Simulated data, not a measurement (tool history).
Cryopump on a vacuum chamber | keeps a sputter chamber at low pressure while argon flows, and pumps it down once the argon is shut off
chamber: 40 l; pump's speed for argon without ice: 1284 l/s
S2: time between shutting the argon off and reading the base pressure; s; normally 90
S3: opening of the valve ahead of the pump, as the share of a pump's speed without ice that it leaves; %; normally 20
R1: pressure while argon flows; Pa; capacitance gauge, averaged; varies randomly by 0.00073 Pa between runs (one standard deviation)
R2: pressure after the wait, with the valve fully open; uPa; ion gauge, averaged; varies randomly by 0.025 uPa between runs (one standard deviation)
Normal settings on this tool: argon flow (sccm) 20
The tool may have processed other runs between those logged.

Run 1, hour 0.0: usual settings. Result: R1 0.1363 Pa, R2 1.46 uPa.
Run 2, hour 15.3: usual settings. Result: R1 0.1374 Pa, R2 1.49 uPa.
Run 3, hour 35.6: usual settings but argon flow (sccm) 17. Result: R1 0.1155 Pa, R2 1.48 uPa.
Run 4, hour 51.1: usual settings but argon flow (sccm) 17. Result: R1 0.1165 Pa, R2 1.53 uPa.
Run 5, hour 73.1: usual settings but argon flow (sccm) 17. Result: R1 0.1160 Pa, R2 1.48 uPa.
Run 6, hour 94.8: usual settings. Result: R1 0.1372 Pa, R2 1.55 uPa.
Run 7, hour 119.0: usual settings. Result: R1 0.1378 Pa, R2 1.50 uPa.
Run 8, hour 143.4: usual settings but S3 32 %. Result: R1 0.0886 Pa, R2 1.45 uPa.
Run 9, hour 170.6: usual settings but S3 32 %. Result: R1 0.0883 Pa, R2 1.61 uPa.
Run 10, hour 191.5: usual settings but S3 58 %. Result: R1 0.0510 Pa, R2 1.57 uPa.
Run 11, hour 218.3: usual settings but S2 42 s, S3 24 %. Result: R1 0.1159 Pa, R2 2.51 uPa.
Run 12, hour 243.3: usual settings but S3 21 %. Result: R1 0.1323 Pa, R2 1.54 uPa.
Run 13, hour 255.7: usual settings but S3 21 %. Result: R1 0.1308 Pa, R2 1.58 uPa.
Run 14, hour 279.7: usual settings but S3 21 %. Result: R1 0.1330 Pa, R2 1.56 uPa.

Alternative continuations, all from the tool just after run 14; predict every row:
Run A, hour 291.0: usual settings but argon flow (sccm) 10, S2 276 s. Result: R1 ?, R2 ?.
Run B, hour 291.0: usual settings but S3 16 %. Result: R1 ?, R2 ?.
Run C, hour 291.0: usual settings but argon flow (sccm) 21, S2 40 s, S3 23 %. Result: R1 ?, R2 ?.
Run D, hour 291.0: usual settings but argon flow (sccm) 10, S2 105 s, S3 47 %. Result: R1 ?, R2 ?.

run      R1    R2
  A  0.0691  1.02
  B  0.1721  1.52
  C  0.1266  2.54
  D  0.0301  1.44
What these runs would have given with no unlogged condition in the tool:
run      R1    R2
  A  0.0659  0.51
  B  0.1657  1.02
  C  0.1200  2.04
  D  0.0269  0.93
